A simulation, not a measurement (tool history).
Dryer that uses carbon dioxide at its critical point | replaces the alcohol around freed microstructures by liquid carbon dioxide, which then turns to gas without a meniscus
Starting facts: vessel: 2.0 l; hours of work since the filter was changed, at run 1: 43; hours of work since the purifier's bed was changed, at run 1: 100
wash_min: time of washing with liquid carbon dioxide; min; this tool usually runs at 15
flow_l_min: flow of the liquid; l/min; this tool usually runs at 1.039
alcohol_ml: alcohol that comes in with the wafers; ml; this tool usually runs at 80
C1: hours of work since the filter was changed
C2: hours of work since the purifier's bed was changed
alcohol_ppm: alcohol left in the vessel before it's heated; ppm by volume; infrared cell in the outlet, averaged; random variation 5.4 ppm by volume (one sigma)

run 1 hour=0 | wash_min=15 flow_l_min=1.039 alcohol_ml=80 | C1=43 C2=100 | alcohol_ppm=174
run 2 hour=17.5 | wash_min=15 flow_l_min=1.039 alcohol_ml=80 | C1=49 C2=107 | alcohol_ppm=167
run 3 hour=44.5 | wash_min=15 flow_l_min=1.039 alcohol_ml=80 | C1=60 C2=118 | alcohol_ppm=176
run 4 hour=69 | wash_min=15 flow_l_min=1.039 alcohol_ml=80 | C1=69 C2=127 | alcohol_ppm=184
run 5 hour=93.8 | wash_min=15 flow_l_min=1.039 alcohol_ml=80 | C1=79 C2=137 | alcohol_ppm=184
run 6 hour=116.7 | wash_min=12 flow_l_min=1.039 alcohol_ml=80 | C1=88 C2=145 | alcohol_ppm=521
run 7 hour=143.1 | wash_min=12 flow_l_min=1.039 alcohol_ml=80 | C1=98 C2=156 | alcohol_ppm=516
run 8 hour=166.9 | wash_min=15 flow_l_min=1.039 alcohol_ml=80 | C1=107 C2=165 | alcohol_ppm=190
run 9 hour=188 | wash_min=15 flow_l_min=1.6 alcohol_ml=80 | C1=115 C2=173 | alcohol_ppm=48
run 10 hour=213.7 | wash_min=15 flow_l_min=1.6 alcohol_ml=80 | C1=125 C2=183 | alcohol_ppm=59
run 11 hour=226.5 | wash_min=15 flow_l_min=1.039 alcohol_ml=80 | C1=130 C2=188 | alcohol_ppm=217
run 12 hour=241.4 | wash_min=15 flow_l_min=1.039 alcohol_ml=80 | C1=136 C2=193 | alcohol_ppm=208
run 13 hour=260.4 | wash_min=23 flow_l_min=1.039 alcohol_ml=80 | C1=143 C2=201 | alcohol_ppm=60
run 14 hour=278.1 | wash_min=23 flow_l_min=1.039 alcohol_ml=80 | C1=150 C2=208 | alcohol_ppm=56
run 15 hour=293 | wash_min=12 flow_l_min=1.039 alcohol_ml=80 | C1=156 C2=213 | alcohol_ppm=559
run 16 hour=317.3 | wash_min=12 flow_l_min=1.039 alcohol_ml=80 | C1=165 C2=223 | alcohol_ppm=572
run 17 hour=330.1 | wash_min=12 flow_l_min=0.88 alcohol_ml=80 | C1=170 C2=228 | alcohol_ppm=1091
run 18 hour=352.5 | wash_min=12 flow_l_min=0.88 alcohol_ml=80 | C1=178 C2=236 | alcohol_ppm=1129
run 19 hour=369.9 | wash_min=12 flow_l_min=0.88 alcohol_ml=105 | C1=185 C2=243 | alcohol_ppm=1492
run 20 hour=396.2 | wash_min=16 flow_l_min=1.7 alcohol_ml=51 | C1=195 C2=253 | alcohol_ppm=62
run 21 hour=409.3 | wash_min=15 flow_l_min=1.08 alcohol_ml=40 | C1=200 C2=258 | alcohol_ppm=138
run 22 hour=429 | wash_min=15 flow_l_min=1.08 alcohol_ml=40 | C1=208 C2=266 | alcohol_ppm=133
run 23 hour=442.2 | wash_min=9 flow_l_min=1.76 alcohol_ml=60 | C1=213 C2=271 | alcohol_ppm=165
run 24 hour=465.8 | wash_min=23 flow_l_min=1.68 alcohol_ml=80 | C1=222 C2=280 | alcohol_ppm=64
run 25 hour=477.5 | wash_min=22 flow_l_min=0.68 alcohol_ml=39 | C1=227 C2=284 | alcohol_ppm=201
run 26 hour=498.2 | wash_min=16 flow_l_min=1.53 alcohol_ml=64 | C1=235 C2=292 | alcohol_ppm=68
-- hour=505.8 inlet filter changed
run 27 hour=524.9 | wash_min=17 flow_l_min=1.039 alcohol_ml=80 | C1=7 C2=302 | alcohol_ppm=134
run 28 hour=542 | wash_min=17 flow_l_min=0.87 alcohol_ml=112 | C1=14 C2=309 | alcohol_ppm=338
run 29 hour=567 | wash_min=22 flow_l_min=1.039 alcohol_ml=113 | C1=24 C2=319 | alcohol_ppm=79
run 30 hour=591 | wash_min=23 flow_l_min=0.71 alcohol_ml=33 | C1=33 C2=328 | alcohol_ppm=122

Here are 5 independent what-if runs from the current tool condition. What would each one return?
run A hour=611.4 | wash_min=17 flow_l_min=1.039 alcohol_ml=31 | C1=41 C2=336 | alcohol_ppm=?
run B hour=611.4 | wash_min=15 flow_l_min=1.75 alcohol_ml=22 | C1=41 C2=336 | alcohol_ppm=?
run C hour=611.4 | wash_min=11 flow_l_min=0.71 alcohol_ml=104 | C1=41 C2=336 | alcohol_ppm=?
run D hour=611.4 | wash_min=15 flow_l_min=0.71 alcohol_ml=112 | C1=41 C2=336 | alcohol_ppm=?
run E hour=611.4 | wash_min=12 flow_l_min=1.1 alcohol_ml=33 | C1=41 C2=336 | alcohol_ppm=?

run=A alcohol_ppm=102
run=B alcohol_ppm=69
run=C alcohol_ppm=3384
run=D alcohol_ppm=1427
run=E alcohol_ppm=208
Had the tool no hidden state, the same runs would have come out as:
run=A alcohol_ppm=35
run=B alcohol_ppm=4
run=C alcohol_ppm=3175
run=D alcohol_ppm=1280
run=E alcohol_ppm=131
